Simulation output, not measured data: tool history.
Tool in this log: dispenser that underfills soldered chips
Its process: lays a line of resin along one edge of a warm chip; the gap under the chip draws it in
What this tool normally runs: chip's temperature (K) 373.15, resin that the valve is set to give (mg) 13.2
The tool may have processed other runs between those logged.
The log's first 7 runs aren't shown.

| run | day | chip's temperature (K) | resin that the valve is set to give (mg) | time until the resin shows at the far edge (s) | resin that the valve gave (mg) |
|---|---|---|---|---|---|
| 8 | 0.808 | 373.15 | 15.9 | 261.2 | 15.51 |
| 9 | 0.950 | 373.15 | 15.9 | 310.7 | 15.50 |
|  | 1.021 | dispensing valve cleaned and set on the balance |
| 10 | 1.117 | 373.15 | 15.9 | 372.0 | 15.87 |
|  | 1.188 | new syringe of resin |
| 11 | 1.279 | 373.15 | 15.9 | 167.4 | 15.86 |
| 12 | 1.454 | 373.15 | 13.2 | 220.9 | 13.18 |
| 13 | 1.592 | 373.15 | 15.3 | 264.2 | 15.26 |
| 14 | 1.746 | 377.15 | 13.2 | 293.9 | 13.16 |
| 15 | 1.862 | 369.15 | 13.2 | 436.5 | 13.16 |
|  | 1.925 | new syringe of resin |
| 16 | 2.025 | 369.15 | 13.2 | 195.2 | 13.10 |
| 17 | 2.204 | 374.15 | 15.8 | 208.3 | 15.69 |
| 18 | 2.392 | 378.15 | 11.4 | 255.9 | 11.31 |
| 19 | 2.567 | 386.15 | 12.7 | 254.6 | 12.60 |
|  | 2.650 | new syringe of resin |
| 20 | 2.717 | 368.15 | 11.6 | 198.2 | 11.48 |
| 21 | 2.817 | 368.15 | 11.6 | 227.7 | 11.49 |
| 22 | 2.954 | 368.15 | 11.6 | 275.9 | 11.45 |
| 23 | 3.112 | 362.15 | 14.1 | 394.4 | 13.94 |
| 24 | 3.258 | 378.15 | 11.3 | 318.3 | 11.16 |
|  | 3.371 | new syringe of resin |
| 25 | 3.438 | 378.15 | 11.3 | 150.2 | 11.14 |
| 26 | 3.588 | 378.15 | 12.5 | 178.9 | 12.34 |
| 27 | 3.700 | 373.15 | 12.0 | 240.5 | 11.83 |
| 28 | 3.871 | 373.15 | 12.0 | 308.7 | 11.83 |
| 29 | 4.017 | 364.15 | 12.2 | 490.6 | 11.99 |

Estimate the outcome of run 30 from the log above:
|  | 4.096 | new syringe of resin |
| 30 | 4.192 | 386.15 | 12.8 | ? | ? |

{"run 30": {"time until the resin shows at the far edge (s)": 118.9, "resin that the valve gave (mg)": 12.58}}
On a tool with no hidden condition, and with the same random variation, this run would have come out at time until the resin shows at the far edge (s) 105.1, resin that the valve gave (mg) 12.80.

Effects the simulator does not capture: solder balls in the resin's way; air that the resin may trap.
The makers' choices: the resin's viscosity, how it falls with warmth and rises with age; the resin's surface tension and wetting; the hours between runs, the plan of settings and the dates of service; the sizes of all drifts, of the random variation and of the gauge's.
